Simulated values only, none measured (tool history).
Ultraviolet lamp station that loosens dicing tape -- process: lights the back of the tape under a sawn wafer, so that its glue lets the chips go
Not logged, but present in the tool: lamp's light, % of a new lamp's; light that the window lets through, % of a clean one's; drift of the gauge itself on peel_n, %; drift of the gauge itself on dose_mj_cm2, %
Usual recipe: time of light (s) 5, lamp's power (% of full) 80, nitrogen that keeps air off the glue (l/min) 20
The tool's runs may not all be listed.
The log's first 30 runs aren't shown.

run	hour	time of light (s)	lamp's power (% of full)	nitrogen that keeps air off the glue (l/min)	hours of work of the lamp	hours of work since the window was cleaned	force that peels the tape off (N)	light that reached the tape (mJ/cm²)
31	507.0	7	80	20	465	80	0.232	471
32	532.9	7	80	20	475	91	0.234	464
33	558.4	5	88	29	486	102	0.312	364
34	579.0	2	80	6	495	110	4.887	133
35	598.1	2	67	7	503	118	5.252	111
36	623.7	4	98	29	513	129	0.424	322
37	634.7	3	82	29	518	134	1.228	202
38	657.2	3	82	29	527	143	1.298	202
39	668.3	3	93	11	532	148	1.959	228
40	692.5	3	69	20	542	158	2.218	168
41	708.6	5	60	9	549	164	1.989	246
42	730.8	5	64	9	558	174	1.731	264
43	743.6	5	88	28	563	179	0.364	361

Forecast each of these 3 alternatives for the next run:
A	769.4	3	80	9	574	190	?	?
B	769.4	3	90	20	574	190	?	?
C	769.4	5	99	20	574	190	?	?

run	force that peels the tape off (N)	light that reached the tape (mJ/cm²)
A	2.726	193
B	1.427	219
C	0.350	403
What these runs would have given with no unlogged condition in the tool:
run	force that peels the tape off (N)	light that reached the tape (mJ/cm²)
A	2.251	222
B	1.080	251
C	0.254	462

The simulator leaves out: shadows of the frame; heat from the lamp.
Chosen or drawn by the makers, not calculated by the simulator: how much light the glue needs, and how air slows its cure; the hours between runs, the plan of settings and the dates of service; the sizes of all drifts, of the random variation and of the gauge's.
